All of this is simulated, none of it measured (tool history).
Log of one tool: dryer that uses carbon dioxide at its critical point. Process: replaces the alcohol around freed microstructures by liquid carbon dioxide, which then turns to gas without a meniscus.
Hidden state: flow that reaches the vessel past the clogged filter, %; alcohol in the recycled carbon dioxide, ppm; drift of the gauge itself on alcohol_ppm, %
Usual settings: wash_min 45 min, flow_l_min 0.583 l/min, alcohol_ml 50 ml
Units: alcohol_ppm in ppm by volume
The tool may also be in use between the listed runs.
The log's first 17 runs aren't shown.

| run | day | wash_min | flow_l_min | alcohol_ml | hours of work since the filter was changed | hours of work since the purifier's bed was changed | alcohol_ppm |
|---|---|---|---|---|---|---|---|
| 18 | 22.908 | 45 | 0.583 | 40 | 256 | 191 | 56 |
| 19 | 24.154 | 45 | 0.583 | 50 | 275 | 211 | 72 |
| 20 | 25.512 | 45 | 0.583 | 23 | 296 | 232 | 47 |
| 21 | 26.558 | 45 | 0.583 | 50 | 313 | 248 | 87 |
| 22 | 27.383 | 45 | 0.583 | 50 | 326 | 261 | 75 |
| 23 | 28.321 | 45 | 0.583 | 50 | 340 | 276 | 85 |
| 24 | 30.000 | 41 | 0.583 | 71 | 366 | 302 | 164 |
| 25 | 31.625 | 41 | 0.583 | 71 | 392 | 327 | 168 |
| 26 | 32.688 | 44 | 0.883 | 71 | 408 | 344 | 43 |
| 27 | 33.675 | 48 | 0.883 | 108 | 424 | 359 | 43 |
|  | 34.404 | inlet filter changed |
| 28 | 35.267 | 48 | 0.883 | 108 | 13 | 383 | 44 |
| 29 | 36.954 | 65 | 0.710 | 50 | 40 | 410 | 42 |
| 30 | 38.742 | 65 | 0.710 | 50 | 68 | 438 | 41 |

Forecast run 31:
| 31 | 39.858 | 57 | 0.529 | 60 | 85 | 455 | ? |

Run 31 gave alcohol_ppm 64 ppm by volume.
Without the tool's hidden state the same run would have given alcohol_ppm 15 ppm by volume.

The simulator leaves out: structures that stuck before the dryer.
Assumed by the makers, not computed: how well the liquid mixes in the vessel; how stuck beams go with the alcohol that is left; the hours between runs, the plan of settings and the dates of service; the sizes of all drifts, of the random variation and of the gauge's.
